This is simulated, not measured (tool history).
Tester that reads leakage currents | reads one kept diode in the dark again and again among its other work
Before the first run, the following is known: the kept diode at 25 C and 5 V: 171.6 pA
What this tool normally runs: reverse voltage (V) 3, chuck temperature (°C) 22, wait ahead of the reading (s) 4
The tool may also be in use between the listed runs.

run    hour  reverse voltage (V)  chuck temperature (°C)  wait ahead of the reading (s)  current that the tester gives (pA)
  1       0                    3                      22                              4                              112.51
  2   247.5                    3                      22                              4                              111.25
  3   457.7                    3                      22                              4                              110.39
  4   732.3                    3                      22                              4                              108.48
  5   895.8                    3                      22                              4                              108.74
     1036.6  -- probe card cleaned and baked
  6  1138.9                    3                      22                              4                              101.12
  7  1307.8                    3                      22                              4                              100.42
  8  1496.1                 3.95                      22                              4                              111.81
  9  1653.2                 3.95                      22                              4                              110.53
 10  1790.9                 3.95                      24                              4                               128.6
 11  1949.6                 3.95                      24                              4                              127.77
 12  2073.9                 3.95                      24                              4                              126.36
 13  2255.5                    3                      22                           0.39                               98.13
 14  2519.1                    3                      22                           0.39                               97.79
     2571.8  -- chuck's temperature calibrated
     2619.1  -- tester calibrated
 15    2675                    3                      22                           0.39                               114.8
 16  2947.9                    3                      22                              4                              110.58
 17  3122.3                    3                      22                              4                              110.15
 18  3394.5                    3                      22                              4                              108.08
 19  3568.7                    3                      22                              4                              107.62
 20  3779.7                    3                      22                              4                              107.55
 21  3998.1                    3                      22                              4                              105.59
 22  4240.8                 2.92                      24                           5.46                              120.19
     4338.7  -- probe card cleaned and baked
 23  4472.2                 7.85                      37                              4                              449.54
 24  4689.2                 7.85                      37                              4                              444.78
 25  4852.4                 7.85                      37                              4                              442.21
 26    5080                    3                      33                           0.77                              220.95
     5149.1  -- chuck's temperature calibrated
 27  5285.1                 2.71                      56                           0.68                             1151.61
 28    5476                  5.1                      51                           9.54                             1072.74
 29  5710.5                12.36                      22                            0.5                              209.69

What will run 30 give?
 30  5870.3                18.52                      22                              4                                   ?

{"run 30": {"current that the tester gives (pA)": 240.88}}
Without the tool's hidden state the same run would have given current that the tester gives (pA) 235.78.
